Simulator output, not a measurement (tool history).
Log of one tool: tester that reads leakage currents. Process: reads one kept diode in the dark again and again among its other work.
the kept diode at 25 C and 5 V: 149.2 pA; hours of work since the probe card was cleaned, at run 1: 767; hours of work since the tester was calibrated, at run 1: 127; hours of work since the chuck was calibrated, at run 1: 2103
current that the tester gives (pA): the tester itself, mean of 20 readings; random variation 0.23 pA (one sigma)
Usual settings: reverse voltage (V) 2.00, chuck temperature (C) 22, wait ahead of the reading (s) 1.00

run    hour  reverse voltage (V)  chuck temperature (C)  wait ahead of the reading (s)  hours of work since the probe card was cleaned  hours of work since the tester was calibrated  hours of work since the chuck was calibrated  current that the tester gives (pA)
  1     0.0                 2.00                     22                           1.00                                             767                                            127                                          2103                               64.40
      123.6  -- chuck's temperature calibrated
  2   184.9                 2.00                     22                           1.00                                             912                                            272                                            49                               76.71
  3   363.2                 2.00                     22                           1.00                                            1053                                            413                                           190                               75.79
  4   526.1                 1.15                     22                           1.00                                            1181                                            542                                           318                               57.11
  5   707.8                 1.15                     22                           1.00                                            1325                                            686                                           462                               56.53
  6   869.7                 2.00                     22                           1.00                                            1453                                            814                                           590                               74.39
  7  1001.4                 2.00                     22                           1.00                                            1557                                            918                                           694                               74.68
  8  1123.4                 2.00                     22                           1.00                                            1654                                           1014                                           791                               73.78
  9  1315.9                 2.00                     22                           1.00                                            1806                                           1167                                           943                               72.84
 10  1411.0                 2.00                     22                           1.00                                            1881                                           1242                                          1018                               72.83
 11  1606.7                 2.00                     22                           1.00                                            2036                                           1397                                          1173                               72.00
 12  1709.6                 2.00                     22                           1.00                                            2117                                           1478                                          1254                               71.60
 13  1822.0                 2.00                     22                           1.00                                            2206                                           1567                                          1343                               71.25
 14  2002.6                 2.00                     22                           1.00                                            2349                                           1710                                          1486                               70.65
 15  2195.4                 2.00                     22                           1.00                                            2502                                           1862                                          1639                               69.83
 16  2322.4                 2.00                     51                           1.00                                            2602                                           1963                                          1739                              502.02
     2332.8  -- tester calibrated
 17  2476.9                 2.00                     41                           1.00                                            2723                                            114                                          1860                              261.70
 18  2659.0                 2.00                     22                           1.00                                            2867                                            258                                          2004                               69.17
 19  2812.8                 2.00                     22                           1.00                                            2988                                            380                                          2125                               68.57
     2910.6  -- chuck's temperature calibrated
     2971.4  -- tester calibrated, once more
 20  3008.6                10.37                     45                           0.73                                            3140                                             29                                            76                              906.53
 21  3203.3                 1.27                     25                           7.62                                            3294                                            183                                           230                               78.83
 22  3343.9                13.40                     32                           2.83                                            3405                                            295                                           341                              437.62
 23  3435.7                13.40                     32                           2.83                                            3478                                            367                                           414                              440.01
     3521.6  -- probe card cleaned and baked
 24  3551.6                 2.00                     22                           7.36                                              24                                            457                                           503                               74.37
 25  3682.9                 2.00                     20                           2.27                                             128                                            560                                           607                               63.20
 26  3871.4                 2.00                     20                           2.27                                             277                                            709                                           756                               62.48
 27  4005.7                 2.00                     20                           2.27                                             383                                            816                                           862                               62.76
 28  4187.2                 2.00                     20                           2.27                                             526                                            959                                          1006                               62.35
 29  4320.1                 2.00                     27                           1.08                                             631                                           1064                                          1111                              104.84

Run 30 comes next. What will it give?
 30  4500.3                 1.55                     40                           1.00                                             774                                           1207                                          1253                                   ?

Run 30 gave current that the tester gives (pA) 226.20.
Without the tool's hidden state the same run would have given current that the tester gives (pA) 241.83.
